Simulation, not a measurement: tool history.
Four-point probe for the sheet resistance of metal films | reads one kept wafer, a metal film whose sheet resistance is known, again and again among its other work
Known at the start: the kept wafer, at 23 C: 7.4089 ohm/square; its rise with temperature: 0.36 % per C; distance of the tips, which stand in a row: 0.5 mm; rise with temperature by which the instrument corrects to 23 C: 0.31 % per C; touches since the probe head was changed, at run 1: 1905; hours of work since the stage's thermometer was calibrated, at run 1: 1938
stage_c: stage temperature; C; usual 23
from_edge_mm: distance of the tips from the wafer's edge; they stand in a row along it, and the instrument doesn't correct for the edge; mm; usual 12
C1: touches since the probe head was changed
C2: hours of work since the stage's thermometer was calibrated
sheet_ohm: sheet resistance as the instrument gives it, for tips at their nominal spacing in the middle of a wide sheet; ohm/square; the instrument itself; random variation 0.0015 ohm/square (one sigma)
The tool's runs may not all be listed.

{"run": 1, "day": 0.0, "stage_c": 23, "from_edge_mm": 12, "C1": 1905, "C2": 1938, "sheet_ohm": 7.414424}
{"run": 2, "day": 2.962, "stage_c": 23, "from_edge_mm": 47, "C1": 3439, "C2": 1979, "sheet_ohm": 7.410063}
{"run": 3, "day": 5.758, "stage_c": 23, "from_edge_mm": 47, "C1": 4886, "C2": 2017, "sheet_ohm": 7.410894}
{"run": 4, "day": 7.762, "stage_c": 23, "from_edge_mm": 5, "C1": 5924, "C2": 2045, "sheet_ohm": 7.449488}
{"run": 5, "day": 10.071, "stage_c": 28, "from_edge_mm": 12, "C1": 7119, "C2": 2076, "sheet_ohm": 7.434887}
{"run": 6, "day": 12.662, "stage_c": 29, "from_edge_mm": 12, "C1": 8461, "C2": 2112, "sheet_ohm": 7.441224}
{"run": 7, "day": 14.562, "stage_c": 29, "from_edge_mm": 12, "C1": 9445, "C2": 2138, "sheet_ohm": 7.440211}
{"run": 8, "day": 16.925, "stage_c": 29, "from_edge_mm": 54, "C1": 10669, "C2": 2171, "sheet_ohm": 7.431969}
{"day": 17.646, "done": "stage's thermometer calibrated"}
{"run": 9, "day": 19.296, "stage_c": 29, "from_edge_mm": 54, "C1": 11885, "C2": 23, "sheet_ohm": 7.433822}
{"run": 10, "day": 21.742, "stage_c": 29, "from_edge_mm": 54, "C1": 13151, "C2": 56, "sheet_ohm": 7.432973}
{"run": 11, "day": 24.629, "stage_c": 29, "from_edge_mm": 54, "C1": 14645, "C2": 96, "sheet_ohm": 7.433722}
{"run": 12, "day": 26.367, "stage_c": 29, "from_edge_mm": 54, "C1": 15545, "C2": 120, "sheet_ohm": 7.432856}
{"run": 13, "day": 29.154, "stage_c": 27, "from_edge_mm": 54, "C1": 16988, "C2": 158, "sheet_ohm": 7.423374}
{"run": 14, "day": 32.175, "stage_c": 23, "from_edge_mm": 12, "C1": 18554, "C2": 200, "sheet_ohm": 7.415775}
{"run": 15, "day": 35.112, "stage_c": 23, "from_edge_mm": 12, "C1": 20074, "C2": 240, "sheet_ohm": 7.414551}
{"run": 16, "day": 37.321, "stage_c": 23, "from_edge_mm": 12, "C1": 21218, "C2": 271, "sheet_ohm": 7.416686}
{"run": 17, "day": 40.304, "stage_c": 26, "from_edge_mm": 6, "C1": 22761, "C2": 311, "sheet_ohm": 7.449601}
{"run": 18, "day": 42.9, "stage_c": 29, "from_edge_mm": 21, "C1": 24104, "C2": 347, "sheet_ohm": 7.436578}
{"run": 19, "day": 45.962, "stage_c": 29, "from_edge_mm": 11, "C1": 25691, "C2": 389, "sheet_ohm": 7.439676}
{"run": 20, "day": 48.138, "stage_c": 32, "from_edge_mm": 11, "C1": 26818, "C2": 419, "sheet_ohm": 7.452243}
{"run": 21, "day": 49.9, "stage_c": 18, "from_edge_mm": 11, "C1": 27730, "C2": 443, "sheet_ohm": 7.392864}
{"run": 22, "day": 52.404, "stage_c": 19, "from_edge_mm": 27, "C1": 29025, "C2": 478, "sheet_ohm": 7.392792}
{"run": 23, "day": 54.442, "stage_c": 29, "from_edge_mm": 10, "C1": 30082, "C2": 506, "sheet_ohm": 7.442606}
{"run": 24, "day": 57.058, "stage_c": 34, "from_edge_mm": 3, "C1": 31437, "C2": 542, "sheet_ohm": 7.565638}
{"run": 25, "day": 58.429, "stage_c": 34, "from_edge_mm": 3, "C1": 32146, "C2": 561, "sheet_ohm": 7.564717}
{"run": 26, "day": 59.938, "stage_c": 34, "from_edge_mm": 3, "C1": 32927, "C2": 581, "sheet_ohm": 7.560726}
{"run": 27, "day": 62.471, "stage_c": 33, "from_edge_mm": 16, "C1": 34239, "C2": 616, "sheet_ohm": 7.452704}
{"run": 28, "day": 65.85, "stage_c": 27, "from_edge_mm": 13, "C1": 35987, "C2": 663, "sheet_ohm": 7.427692}
{"run": 29, "day": 67.454, "stage_c": 24, "from_edge_mm": 4, "C1": 36818, "C2": 685, "sheet_ohm": 7.476204}
{"run": 30, "day": 70.554, "stage_c": 35, "from_edge_mm": 4, "C1": 38424, "C2": 727, "sheet_ohm": 7.519391}
{"run": 31, "day": 73.279, "stage_c": 19, "from_edge_mm": 22, "C1": 39834, "C2": 765, "sheet_ohm": 7.395012}

Hidden state at the last listed run before each entry between runs and at the first one after, where it differs:
Between runs 8 and 9: stage's thermometer calibrated (day 17.646)
  inner tips' distance over the nominal, %: -0.008 -> -0.009; wafer's true temperature over the reading, C: 0.01 -> 0
